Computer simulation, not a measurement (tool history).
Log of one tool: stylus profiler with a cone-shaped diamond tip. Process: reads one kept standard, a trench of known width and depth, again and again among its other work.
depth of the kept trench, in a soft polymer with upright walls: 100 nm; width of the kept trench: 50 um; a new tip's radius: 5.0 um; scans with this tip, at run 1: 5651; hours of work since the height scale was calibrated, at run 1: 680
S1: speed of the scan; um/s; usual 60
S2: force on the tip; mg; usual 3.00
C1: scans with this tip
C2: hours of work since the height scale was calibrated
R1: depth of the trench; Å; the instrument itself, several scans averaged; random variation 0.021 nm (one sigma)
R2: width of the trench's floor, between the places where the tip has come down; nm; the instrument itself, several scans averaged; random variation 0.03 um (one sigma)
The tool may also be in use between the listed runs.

run	hour	S1	S2	C1	C2	R1	R2
1	0.0	60	3.00	5651	680	1012.4	47080
2	35.9	60	3.00	5881	708	1012.6	46970
3	70.8	60	3.00	6106	735	1012.4	46890
4	88.2	60	3.00	6218	748	1012.5	46970
5	117.0	60	3.00	6403	771	1012.7	46910
6	146.6	66	3.00	6593	793	1012.7	46930
7	180.4	66	3.00	6810	820	1012.9	46870
8	219.5	66	3.00	7061	850	1013.1	46840
9	249.6	66	3.00	7254	873	1013.1	46780
10	285.2	60	3.00	7483	901	1013.2	46810
11	308.6	60	2.04	7633	919	1011.1	46750
12	333.3	60	3.00	7792	938	1013.3	46780
13	351.7	60	3.00	7910	952	1013.6	46790
14	368.8	60	3.00	8020	965	1013.6	46790
15	400.7	60	3.00	8225	990	1013.6	46730
16	423.6	60	3.00	8372	1008	1013.4	46690
17	456.0	60	3.00	8580	1033	1013.7	46680
18	472.3	43	7.84	8685	1045	1022.3	46810
19	512.7	43	7.84	8945	1077	1022.6	46830
20	533.2	236	1.74	9076	1092	1011.2	45370
21	570.2	236	1.74	9314	1121	1011.0	45360
# hour 596.3: height scale calibrated on a step standard
22	608.1	236	1.74	9554	9	1007.1	45390
23	625.3	236	1.74	9665	22	1006.5	45300
24	654.3	19	1.21	9851	45	1005.6	46720
25	687.2	60	2.34	10062	70	1008.7	46530
26	711.3	60	2.34	10217	89	1008.5	46470
27	738.9	65	2.34	10394	110	1008.5	46470
# hour 768.8: new tip fitted, height scale calibrated
28	777.0	43	1.19	52	6	1005.5	47680
29	812.1	43	1.19	277	33	1004.7	47610
30	830.9	43	1.19	398	48	1005.1	47640
31	857.4	79	1.95	569	69	1007.6	47380
32	896.1	33	1.25	817	98	1005.0	47680
33	922.4	33	4.31	986	119	1012.6	47720

How the hidden state differs across the entries between the runs, from the last listed run before each to the first after it:
Between runs 21 and 22: height scale calibrated on a step standard (hour 596.3)
  radius of the tip, um: 11.81 -> 11.98; height scale over the true one, %: 0.443 -> 0.007
  measured less the result without the state, R1: +4.5 -> +0.0 Å; R2: -1070 -> -1100 nm
Between runs 27 and 28: new tip fitted, height scale calibrated (hour 768.8)
  radius of the tip, um: 12.59 -> 5.04; height scale over the true one, %: 0.049 -> -0.036
  measured less the result without the state, R1: +0.5 -> -0.3 Å; R2: -1180 -> -10 nm
